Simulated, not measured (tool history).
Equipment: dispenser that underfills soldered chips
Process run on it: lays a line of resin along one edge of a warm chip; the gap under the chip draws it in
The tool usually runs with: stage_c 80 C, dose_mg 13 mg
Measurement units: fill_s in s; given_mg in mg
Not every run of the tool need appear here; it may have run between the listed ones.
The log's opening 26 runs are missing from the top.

run	hour	stage_c	dose_mg	fill_s	given_mg
# hour 95: new syringe of resin
27	99.4	74	14.5	174.5	13.87
28	104.9	78	14.5	168.7	14.01
29	107.5	80	14.9	164.9	14.26
# hour 109.3: new syringe of resin
30	110.5	80	14.9	111.7	14.32
31	113.9	89	13.4	80.7	12.86
32	116.9	71	16.2	223	15.47
33	120.4	78	11.5	184.1	11.06
# hour 123.3: dispensing valve cleaned and set on the balance
# hour 124.8: new syringe of resin
34	127	92	11.1	66	11.06
35	129.9	90	14.8	79.5	14.97

Below are 3 alternative next runs, each starting from the tool's condition after run 35. Predict each:
A	133.5	71	14.8	?	?
B	133.5	88	14.3	?	?
C	133.5	90	11.8	?	?

run	fill_s	given_mg
A	237.2	14.89
B	98.3	14.3
C	91	11.82
Without the tool's unlogged condition, the same runs would have read:
run	fill_s	given_mg
A	161	14.88
B	67.5	14.29
C	62.4	11.82
